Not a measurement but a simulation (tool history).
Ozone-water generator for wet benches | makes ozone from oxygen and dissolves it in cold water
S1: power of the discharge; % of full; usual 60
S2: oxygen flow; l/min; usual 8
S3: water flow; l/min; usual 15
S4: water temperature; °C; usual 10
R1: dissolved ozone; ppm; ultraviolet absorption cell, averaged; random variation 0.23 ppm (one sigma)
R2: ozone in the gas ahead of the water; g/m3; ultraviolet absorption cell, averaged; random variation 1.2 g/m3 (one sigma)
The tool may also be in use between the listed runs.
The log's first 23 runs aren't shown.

run,hour,S1,S2,S3,S4,R1,R2
24,1419.1,94,4.51,23,6,28.5,394.7
25,1477.8,84,4.51,19,6,32.5,367.3
26,1531.9,84,4.51,19,6,32.3,370.5
27,1599.5,60,8,15,11,30.2,218.3
28,1685.1,60,8,15,11,30.1,220.4
29,1753,60,6.83,15,13,29.8,238.7
# hour 1762.6: contactor cleaned
30,1813.8,60,10.16,15,10,32.9,189.6
31,1853.5,60,7.03,22,10,25.4,232.7
32,1935.7,60,12.38,15,7,33.8,170.4
33,2014.5,41,8,15,8,28,169

4 ways to go on from here, each from the tool as it stands after run 33. What would each give?
A,2077.7,41,11.51,11,8,?,?
B,2077.7,57,6.22,18,8,?,?
C,2077.7,48,6.81,15,10,?,?
D,2077.7,53,8.32,15,15,?,?

run,R1,R2
A,32,139.9
B,29.5,241.9
C,30.2,205.2
D,28.4,194.8
Without the tool's hidden state the same runs would have given:
run,R1,R2
A,32.9,142.9
B,30.6,248.8
C,31.2,210.2
D,29.4,200
